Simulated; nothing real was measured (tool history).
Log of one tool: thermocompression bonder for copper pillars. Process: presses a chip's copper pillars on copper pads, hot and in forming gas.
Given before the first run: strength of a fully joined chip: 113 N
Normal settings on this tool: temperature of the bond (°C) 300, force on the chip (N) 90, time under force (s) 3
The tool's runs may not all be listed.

run	hour	temperature of the bond (°C)	force on the chip (N)	time under force (s)	force that shears a chip off (N)
1	0.0	300	90	3	81.8
2	31.7	300	90	4	86.8
3	68.5	300	90	4	85.8
4	103.7	300	90	4	85.3
5	138.3	300	90	4	86.8
6	180.0	300	90	4	86.6
7	203.8	276	90	4	67.7
8	244.9	300	90	3	80.2
# hour 259.9: forming gas filter changed
9	275.1	300	90	3	80.2
10	309.7	300	90	3	80.5
11	351.4	300	90	3	80.8
12	378.2	300	90	3	82.0
13	399.9	300	90	3	79.0
14	448.5	300	90	3	79.4
15	496.5	328	90	3	99.2
16	533.5	328	90	3	95.9
# hour 545.3: forming gas filter changed
17	566.0	328	90	3	98.4
18	604.9	328	119	6	109.5
19	646.5	328	119	6	108.2
20	676.7	328	77	6	104.1
21	702.4	328	77	6	102.1
22	742.5	288	130	3	84.8

Branching from run 22: 3 alternative next runs. What would each branch give?
A	768.8	285	86	3	?
B	768.8	329	97	6	?
C	768.8	282	130	3	?

run	force that shears a chip off (N)
A	65.7
B	108.5
C	82.0
Stripped of hidden state, with their random variation kept, the same runs would have yielded:
run	force that shears a chip off (N)
A	66.5
B	109.1
C	82.8
